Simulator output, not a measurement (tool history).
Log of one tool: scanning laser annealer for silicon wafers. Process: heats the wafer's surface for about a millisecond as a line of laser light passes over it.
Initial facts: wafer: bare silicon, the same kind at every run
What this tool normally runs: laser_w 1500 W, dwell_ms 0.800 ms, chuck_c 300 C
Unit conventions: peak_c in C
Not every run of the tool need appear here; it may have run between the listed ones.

{"run": 1, "day": 0.0, "laser_w": 1500, "dwell_ms": 0.8, "chuck_c": 300, "peak_c": 998}
{"run": 2, "day": 2.029, "laser_w": 1500, "dwell_ms": 0.8, "chuck_c": 300, "peak_c": 996}
{"run": 3, "day": 3.746, "laser_w": 1500, "dwell_ms": 0.8, "chuck_c": 300, "peak_c": 998}
{"run": 4, "day": 4.962, "laser_w": 1500, "dwell_ms": 0.8, "chuck_c": 318, "peak_c": 1020}
{"run": 5, "day": 7.062, "laser_w": 1500, "dwell_ms": 0.8, "chuck_c": 318, "peak_c": 1019}
{"run": 6, "day": 8.292, "laser_w": 1276, "dwell_ms": 0.8, "chuck_c": 300, "peak_c": 872}
{"run": 7, "day": 9.842, "laser_w": 1276, "dwell_ms": 0.8, "chuck_c": 300, "peak_c": 874}
{"run": 8, "day": 11.942, "laser_w": 1276, "dwell_ms": 0.8, "chuck_c": 300, "peak_c": 871}
{"run": 9, "day": 12.992, "laser_w": 1500, "dwell_ms": 0.8, "chuck_c": 300, "peak_c": 1000}
{"day": 14.788, "done": "window over the wafer cleaned"}
{"run": 10, "day": 14.904, "laser_w": 1500, "dwell_ms": 0.8, "chuck_c": 300, "peak_c": 1001}
{"run": 11, "day": 17.05, "laser_w": 1500, "dwell_ms": 0.8, "chuck_c": 300, "peak_c": 1001}
{"run": 12, "day": 18.117, "laser_w": 1500, "dwell_ms": 0.871, "chuck_c": 300, "peak_c": 1028}
{"run": 13, "day": 19.867, "laser_w": 1500, "dwell_ms": 0.871, "chuck_c": 300, "peak_c": 1029}
{"run": 14, "day": 21.288, "laser_w": 1500, "dwell_ms": 0.8, "chuck_c": 300, "peak_c": 1001}
{"run": 15, "day": 22.558, "laser_w": 1500, "dwell_ms": 0.8, "chuck_c": 300, "peak_c": 1000}
{"run": 16, "day": 24.475, "laser_w": 1500, "dwell_ms": 0.8, "chuck_c": 300, "peak_c": 1000}
{"run": 17, "day": 26.142, "laser_w": 1500, "dwell_ms": 0.8, "chuck_c": 334, "peak_c": 1032}
{"run": 18, "day": 28.35, "laser_w": 1500, "dwell_ms": 0.8, "chuck_c": 300, "peak_c": 1000}
{"run": 19, "day": 30.55, "laser_w": 1500, "dwell_ms": 0.8, "chuck_c": 300, "peak_c": 1000}
{"run": 20, "day": 32.454, "laser_w": 1500, "dwell_ms": 0.8, "chuck_c": 300, "peak_c": 999}
{"day": 33.288, "done": "window over the wafer cleaned"}
{"run": 21, "day": 33.646, "laser_w": 1500, "dwell_ms": 0.8, "chuck_c": 300, "peak_c": 998}
{"run": 22, "day": 35.029, "laser_w": 1500, "dwell_ms": 0.8, "chuck_c": 300, "peak_c": 1000}
{"run": 23, "day": 36.504, "laser_w": 1500, "dwell_ms": 0.779, "chuck_c": 300, "peak_c": 994}
{"run": 24, "day": 38.033, "laser_w": 1500, "dwell_ms": 0.779, "chuck_c": 300, "peak_c": 990}
{"day": 40.179, "done": "optics aligned, line set to its width"}
{"run": 25, "day": 40.208, "laser_w": 1500, "dwell_ms": 0.823, "chuck_c": 272, "peak_c": 980}
{"run": 26, "day": 41.762, "laser_w": 1500, "dwell_ms": 0.754, "chuck_c": 261, "peak_c": 941}
{"run": 27, "day": 42.875, "laser_w": 1500, "dwell_ms": 0.754, "chuck_c": 261, "peak_c": 943}
{"run": 28, "day": 44.562, "laser_w": 1500, "dwell_ms": 0.754, "chuck_c": 261, "peak_c": 936}
{"run": 29, "day": 46.8, "laser_w": 1439, "dwell_ms": 0.87, "chuck_c": 336, "peak_c": 1028}
{"run": 30, "day": 48.521, "laser_w": 1439, "dwell_ms": 0.87, "chuck_c": 336, "peak_c": 1029}
{"run": 31, "day": 49.854, "laser_w": 1439, "dwell_ms": 0.87, "chuck_c": 336, "peak_c": 1025}
{"day": 51.933, "done": "window over the wafer cleaned"}
{"run": 32, "day": 51.996, "laser_w": 1439, "dwell_ms": 0.87, "chuck_c": 336, "peak_c": 1030}
{"run": 33, "day": 53.35, "laser_w": 1431, "dwell_ms": 0.882, "chuck_c": 314, "peak_c": 1006}
{"run": 34, "day": 54.325, "laser_w": 1431, "dwell_ms": 0.882, "chuck_c": 314, "peak_c": 1007}
{"run": 35, "day": 55.546, "laser_w": 1431, "dwell_ms": 0.882, "chuck_c": 314, "peak_c": 1005}
{"run": 36, "day": 57.383, "laser_w": 1431, "dwell_ms": 0.882, "chuck_c": 314, "peak_c": 1006}
{"run": 37, "day": 58.579, "laser_w": 1639, "dwell_ms": 0.953, "chuck_c": 282, "peak_c": 1134}
{"run": 38, "day": 60.017, "laser_w": 1639, "dwell_ms": 0.953, "chuck_c": 282, "peak_c": 1133}
{"run": 39, "day": 61.621, "laser_w": 1567, "dwell_ms": 0.738, "chuck_c": 300, "peak_c": 1008}
{"run": 40, "day": 62.892, "laser_w": 1318, "dwell_ms": 0.926, "chuck_c": 331, "peak_c": 971}

3 options for the next run, each taken on its own from the tool as it stands now. Forecast them:
{"run": "A", "day": 64.05, "laser_w": 1508, "dwell_ms": 0.8, "chuck_c": 300, "peak_c": "?"}
{"run": "B", "day": 64.05, "laser_w": 1500, "dwell_ms": 0.802, "chuck_c": 300, "peak_c": "?"}
{"run": "C", "day": 64.05, "laser_w": 1391, "dwell_ms": 0.766, "chuck_c": 300, "peak_c": "?"}

run=A peak_c=1005
run=B peak_c=1002
run=C peak_c=924
What these runs would have given with no unlogged condition in the tool:
run=A peak_c=1005
run=B peak_c=1002
run=C peak_c=924
